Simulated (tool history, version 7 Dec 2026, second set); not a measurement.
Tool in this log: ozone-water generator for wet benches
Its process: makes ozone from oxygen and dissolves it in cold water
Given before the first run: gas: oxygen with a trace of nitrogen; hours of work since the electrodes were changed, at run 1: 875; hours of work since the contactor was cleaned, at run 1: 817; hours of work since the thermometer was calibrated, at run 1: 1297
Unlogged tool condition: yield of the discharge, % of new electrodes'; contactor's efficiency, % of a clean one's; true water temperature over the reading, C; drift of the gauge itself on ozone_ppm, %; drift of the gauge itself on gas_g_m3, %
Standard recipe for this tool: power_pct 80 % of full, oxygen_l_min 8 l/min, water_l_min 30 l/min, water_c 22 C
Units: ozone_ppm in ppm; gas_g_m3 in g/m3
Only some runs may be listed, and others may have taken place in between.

run,hour,power_pct,oxygen_l_min,water_l_min,water_c,hours of work since the electrodes were changed,hours of work since the contactor was cleaned,hours of work since the thermometer was calibrated,ozone_ppm,gas_g_m3
1,0,80,8,30,22,875,817,1297,17.6,233.3
2,25.6,80,8,25,22,890,833,1312,19.9,231.8
3,42.6,97,8,30,22,901,843,1323,20.9,276.2
4,68.6,80,8,30,17,917,859,1338,18.8,231.8
5,94.3,80,8,30,17,932,875,1354,18.7,231.5
6,111.7,80,8,30,17,943,885,1365,18.9,229.6
7,126.6,80,8,30,17,952,895,1374,18.8,233.8
8,154.7,80,8,30,22,969,912,1391,17.5,233.6
9,189.4,80,8,30,22,990,933,1412,17.4,230.1
10,221.3,80,8,30,22,1010,952,1432,17.5,230.8
11,254.8,80,8,30,22,1030,973,1452,17.4,229.3
12,288.3,50,8,39,22,1051,993,1473,9.4,153.5
13,312.9,97,8,30,21,1066,1008,1488,21.1,273.2
14,328.2,80,8,30,27,1075,1018,1497,16.1,230.2
15,363.7,48,8,30,22,1097,1039,1519,11.1,146.8
16,397,80,8,19,14,1117,1060,1539,28.2,231
17,414.3,80,13.07,30,19,1128,1070,1550,18.4,182.1
18,433.3,93,8,43,19,1140,1082,1561,15.6,262.9
19,468.7,80,4.55,19,22,1161,1104,1583,23.7,297.2
20,504,80,4.55,19,22,1183,1125,1605,23.7,296.1

Here are 4 independent what-if runs from the current tool condition. What would each one return?
A,535.9,50,8,18,22,1202,1145,1624,?,?
B,535.9,44,8.88,24,22,1202,1145,1624,?,?
C,535.9,80,6.91,21,20,1202,1145,1624,?,?
D,535.9,80,4.02,20,22,1202,1145,1624,?,?

run,ozone_ppm,gas_g_m3
A,16.3,151.4
B,12.3,129.4
C,23.2,243.4
D,22.8,315.7
Take away the tool's hidden state, keep each run's random variation, and the runs would have read:
run,ozone_ppm,gas_g_m3
A,16.3,153.7
B,12.3,131.3
C,23.2,247.1
D,22.8,320.5
